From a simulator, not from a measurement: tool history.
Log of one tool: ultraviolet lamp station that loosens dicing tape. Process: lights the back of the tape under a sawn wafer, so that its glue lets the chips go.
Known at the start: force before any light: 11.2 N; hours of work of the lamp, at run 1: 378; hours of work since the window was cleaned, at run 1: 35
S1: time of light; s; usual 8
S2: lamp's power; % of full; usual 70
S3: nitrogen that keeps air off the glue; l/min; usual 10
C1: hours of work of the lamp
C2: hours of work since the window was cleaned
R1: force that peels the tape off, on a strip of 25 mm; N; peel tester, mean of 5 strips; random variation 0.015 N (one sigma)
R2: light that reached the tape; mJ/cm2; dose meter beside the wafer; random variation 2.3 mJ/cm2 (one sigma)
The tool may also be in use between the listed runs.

run   hour  S1  S2  S3   C1  C2     R1   R2
  1    0.0   8  70  10  378  35  0.951  215
  2   18.2   8  82  10  387  43  0.679  248
  3   45.9   8  82  10  400  56  0.671  252
  4   63.3   7  70  10  408  64  1.307  186
  5   82.5   8  70  10  417  73  0.975  211
  6  102.1   8  70  10  426  82  1.002  205
  7  127.6   8  70  11  438  94  0.967  211
     130.3  -- window cleaned of glue's vapour
  8  140.1   7  86  10  443   5  0.922  218
  9  163.8   7  99  11  454  16  0.598  247
 10  189.3   6  76  12  466  27  1.488  159

Forecast each of these 3 alternatives for the next run:
  A  206.1   5  98  14  474  35   ?   ?
  B  206.1   8  78   9  474  35   ?   ?
  C  206.1  12  66   5  474  35   ?   ?

run     R1   R2
  A  1.192  171
  B  0.945  218
  C  0.905  281
Without the tool's hidden state the same runs would have given:
run     R1   R2
  A  0.737  212
  B  0.574  271
  C  0.546  348

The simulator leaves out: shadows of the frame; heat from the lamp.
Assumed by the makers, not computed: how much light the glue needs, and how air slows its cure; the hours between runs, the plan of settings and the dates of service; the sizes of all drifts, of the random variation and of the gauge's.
